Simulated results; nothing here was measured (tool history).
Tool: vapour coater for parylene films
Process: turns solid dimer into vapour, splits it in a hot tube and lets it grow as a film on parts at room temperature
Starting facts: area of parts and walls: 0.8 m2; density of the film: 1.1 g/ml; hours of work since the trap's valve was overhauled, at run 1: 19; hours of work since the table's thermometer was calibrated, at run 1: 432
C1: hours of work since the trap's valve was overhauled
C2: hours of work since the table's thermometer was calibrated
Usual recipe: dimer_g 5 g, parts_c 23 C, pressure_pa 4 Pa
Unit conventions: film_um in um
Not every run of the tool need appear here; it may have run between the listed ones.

Run 1, hour 0: usual settings; C1 19; C2 432. Result: film_um 3.99 um.
Run 2, hour 8.8: usual settings; C1 25; C2 438. Result: film_um 4.02 um.
Run 3, hour 25.8: usual settings but pressure_pa 2.05 Pa; C1 38; C2 451. Result: film_um 4.23 um.
Run 4, hour 38.1: usual settings but parts_c 30 C; C1 47; C2 460. Result: film_um 3.46 um.
Run 5, hour 54.2: usual settings but parts_c 30 C; C1 59; C2 472. Result: film_um 3.5 um.
Run 6, hour 70.2: usual settings but parts_c 30 C; C1 71; C2 484. Result: film_um 3.43 um.
Run 7, hour 84.1: usual settings but parts_c 18 C; C1 81; C2 495. Result: film_um 4.51 um.
Run 8, hour 100.8: usual settings but parts_c 18 C; C1 94; C2 507. Result: film_um 4.48 um.
Run 9, hour 110.7: usual settings but parts_c 19 C; C1 101; C2 514. Result: film_um 4.44 um.
Run 10, hour 119.9: usual settings but parts_c 19 C; C1 108; C2 521. Result: film_um 4.46 um.
Run 11, hour 127.9: usual settings but parts_c 19 C; C1 114; C2 527. Result: film_um 4.39 um.
Run 12, hour 142.7: usual settings but pressure_pa 2.83 Pa; C1 125; C2 538. Result: film_um 4.07 um.
Run 13, hour 151.2: usual settings but pressure_pa 2.83 Pa; C1 131; C2 545. Result: film_um 4.13 um.
Run 14, hour 160.6: usual settings but pressure_pa 2.83 Pa; C1 138; C2 552. Result: film_um 4.08 um.
Run 15, hour 177.4: usual settings; C1 151; C2 564. Result: film_um 3.99 um.
Run 16, hour 191.9: usual settings; C1 162; C2 575. Result: film_um 4.01 um.
Run 17, hour 209.2: usual settings; C1 175; C2 588. Result: film_um 4.03 um.
Run 18, hour 223: usual settings; C1 185; C2 598. Result: film_um 3.99 um.
Run 19, hour 235: usual settings; C1 194; C2 607. Result: film_um 3.97 um.
Run 20, hour 252.4: usual settings; C1 207; C2 620. Result: film_um 3.96 um.
Run 21, hour 267.8: usual settings; C1 218; C2 631. Result: film_um 3.9 um.
Run 22, hour 277: usual settings; C1 225; C2 638. Result: film_um 3.97 um.
Run 23, hour 294.7: usual settings but dimer_g 8 g, parts_c 16 C, pressure_pa 11.26 Pa; C1 238; C2 651. Result: film_um 6.84 um.
Run 24, hour 308.2: usual settings but dimer_g 8 g, parts_c 16 C, pressure_pa 11.26 Pa; C1 248; C2 661. Result: film_um 6.89 um.
Run 25, hour 321.3: usual settings but parts_c 19 C, pressure_pa 7.78 Pa; C1 258; C2 671. Result: film_um 4.09 um.
Run 26, hour 337.3: usual settings but dimer_g 6 g; C1 270; C2 683. Result: film_um 4.73 um.
Run 27, hour 350.7: usual settings but dimer_g 3 g, pressure_pa 2.25 Pa; C1 280; C2 693. Result: film_um 2.42 um.
At hour 367.1: trap's valve overhauled.
Run 28, hour 367.1: usual settings but dimer_g 6 g, parts_c 34 C, pressure_pa 2.25 Pa; C1 0; C2 702. Result: film_um 3.99 um.
Run 29, hour 378.6: usual settings but parts_c 24 C; C1 9; C2 711. Result: film_um 3.98 um.
Run 30, hour 393.1: usual settings but parts_c 24 C; C1 19; C2 722. Result: film_um 3.95 um.
Run 31, hour 407.6: usual settings but dimer_g 7 g, pressure_pa 5.94 Pa; C1 30; C2 733. Result: film_um 5.52 um.
Run 32, hour 421.1: usual settings but dimer_g 4 g, pressure_pa 4.52 Pa; C1 40; C2 743. Result: film_um 3.21 um.
Run 33, hour 437.4: usual settings but dimer_g 3 g, pressure_pa 2.43 Pa; C1 52; C2 755. Result: film_um 2.54 um.
Run 34, hour 447.7: usual settings but dimer_g 3 g, parts_c 15 C, pressure_pa 6.5 Pa; C1 60; C2 762. Result: film_um 2.76 um.
Run 35, hour 459.8: usual settings; C1 69; C2 771. Result: film_um 4.03 um.
Run 36, hour 469.8: usual settings but dimer_g 3 g, parts_c 16 C, pressure_pa 3.35 Pa; C1 77; C2 779. Result: film_um 2.84 um.
Run 37, hour 479.3: usual settings but dimer_g 9 g, pressure_pa 3.42 Pa; C1 84; C2 786. Result: film_um 7.39 um.
Run 38, hour 491.6: usual settings but dimer_g 3 g, parts_c 16 C, pressure_pa 4.01 Pa; C1 93; C2 795. Result: film_um 2.78 um.
Run 39, hour 504.6: usual settings but parts_c 22 C, pressure_pa 9.12 Pa; C1 102; C2 805. Result: film_um 3.87 um.
Run 40, hour 515: usual settings but parts_c 22 C, pressure_pa 9.12 Pa; C1 110; C2 813. Result: film_um 3.84 um.
Run 41, hour 532.8: usual settings but parts_c 22 C, pressure_pa 9.12 Pa; C1 124; C2 826. Result: film_um 3.91 um.
Run 42, hour 541.5: usual settings but pressure_pa 2.75 Pa; C1 130; C2 832. Result: film_um 4.07 um.
Run 43, hour 558: usual settings but pressure_pa 2.75 Pa; C1 142; C2 845. Result: film_um 4.12 um.
Run 44, hour 568.8: usual settings but parts_c 24 C; C1 150; C2 853. Result: film_um 3.87 um.

Alternative continuations, all from the tool just after run 44; predict every row:
Run A, hour 577.7: usual settings but dimer_g 2 g, pressure_pa 4.19 Pa; C1 157; C2 859. Result: film_um ?.
Run B, hour 577.7: usual settings but dimer_g 6 g, parts_c 26 C, pressure_pa 8.46 Pa; C1 157; C2 859. Result: film_um ?.
Run C, hour 577.7: usual settings but dimer_g 2 g, parts_c 35 C; C1 157; C2 859. Result: film_um ?.

run  film_um
  A     1.65
  B      4.2
  C     1.25
Without the tool's hidden state the same runs would have given:
run  film_um
  A      1.7
  B     4.35
  C     1.29
